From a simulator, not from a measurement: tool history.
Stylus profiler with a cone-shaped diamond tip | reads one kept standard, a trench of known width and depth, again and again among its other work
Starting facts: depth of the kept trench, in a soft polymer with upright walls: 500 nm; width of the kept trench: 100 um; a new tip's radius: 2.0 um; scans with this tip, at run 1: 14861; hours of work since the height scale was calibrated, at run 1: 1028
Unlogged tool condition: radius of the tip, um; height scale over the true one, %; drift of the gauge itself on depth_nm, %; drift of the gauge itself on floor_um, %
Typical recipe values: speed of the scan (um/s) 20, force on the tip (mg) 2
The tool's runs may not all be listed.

run,hour,speed of the scan (um/s),force on the tip (mg),scans with this tip,hours of work since the height scale was calibrated,depth of the trench (angstrom),width of the trench's floor (nm)
1,0,20,2,14861,1028,5076.5,95790
2,21,20,1.66,15015,1039,5069.4,95900
3,70.6,20,1.66,15376,1064,5072.2,95790
4,109.4,20,3.91,15660,1083,5112.8,95850
5,138.4,20,0.78,15872,1098,5051.6,95750
6,162.1,20,3.53,16045,1110,5105.8,95800
7,201.6,20,3.53,16333,1130,5107.4,95800
8,242.6,27,2,16633,1151,5082.4,95760
9,279.7,27,2,16904,1169,5077.6,95740
# hour 317: height scale calibrated on a step standard
10,321.7,27,2,17207,2,5062,95710
11,346.2,27,2,17386,15,5061,95680
12,369.2,27,2,17554,26,5059.8,95700
13,414.3,27,2,17883,49,5060,95640
14,456.2,27,2,18189,70,5063.6,95620
15,485.4,27,2,18403,85,5060.8,95650
16,512.8,27,2,18603,99,5064.3,95600
17,547.5,64,2,18856,116,5061.3,95440
18,589.3,64,2,19162,138,5062,95400
19,640,64,2,19532,163,5061.5,95420
20,682.4,64,2,19841,185,5063.9,95310
21,718,64,2,20102,203,5062.4,95300
22,751,64,2,20342,219,5065.4,95280
23,788,16,3.93,20613,238,5099.2,95560
24,837.1,24,5.32,20971,263,5120,95460
25,872.9,9,5.32,21233,281,5120,95470
# hour 915.4: new tip fitted, height scale calibrated
26,927.3,9,2.36,87,6,5065.2,97210
27,949.3,17,5.27,248,17,5112.2,97230
28,986.4,20,1.64,519,36,5050.6,97160
29,1010.7,20,1.64,697,48,5051,97120
30,1045.4,20,5.47,950,66,5117.9,97120
31,1078.9,20,5.47,1195,83,5118,97110
32,1124.3,28,1.94,1526,106,5059.4,97050
33,1168.2,28,1.94,1847,128,5056.9,96920
34,1214.2,37,1.44,2183,151,5047.5,96890
35,1239.9,37,0.83,2371,164,5033.3,96850
36,1279.6,66,0.68,2661,184,5030.1,96510
37,1331.4,28,5.69,3039,210,5121.4,96860
38,1369.5,6,1.97,3317,229,5061.8,96890
39,1403.8,6,1.97,3568,247,5061.9,96890
40,1425.4,56,2.23,3726,258,5064.9,96720
41,1467.7,9,0.76,4035,279,5032.7,96780

5 options for the next run, each taken on its own from the tool as it stands now. Forecast them:
A,1495.4,74,3.64,4237,293,?,?
B,1495.4,46,1.71,4237,293,?,?
C,1495.4,20,2.34,4237,293,?,?
D,1495.4,9,1.72,4237,293,?,?
E,1495.4,41,4.02,4237,293,?,?

run,depth of the trench (angstrom),width of the trench's floor (nm)
A,5093.2,96550
B,5057.4,96660
C,5067.9,96820
D,5056.8,96820
E,5099.7,96760
Had the tool no hidden state, the same runs would have come out as:
run,depth of the trench (angstrom),width of the trench's floor (nm)
A,5090.5,97050
B,5054.8,97160
C,5065.3,97310
D,5054.2,97320
E,5097,97250
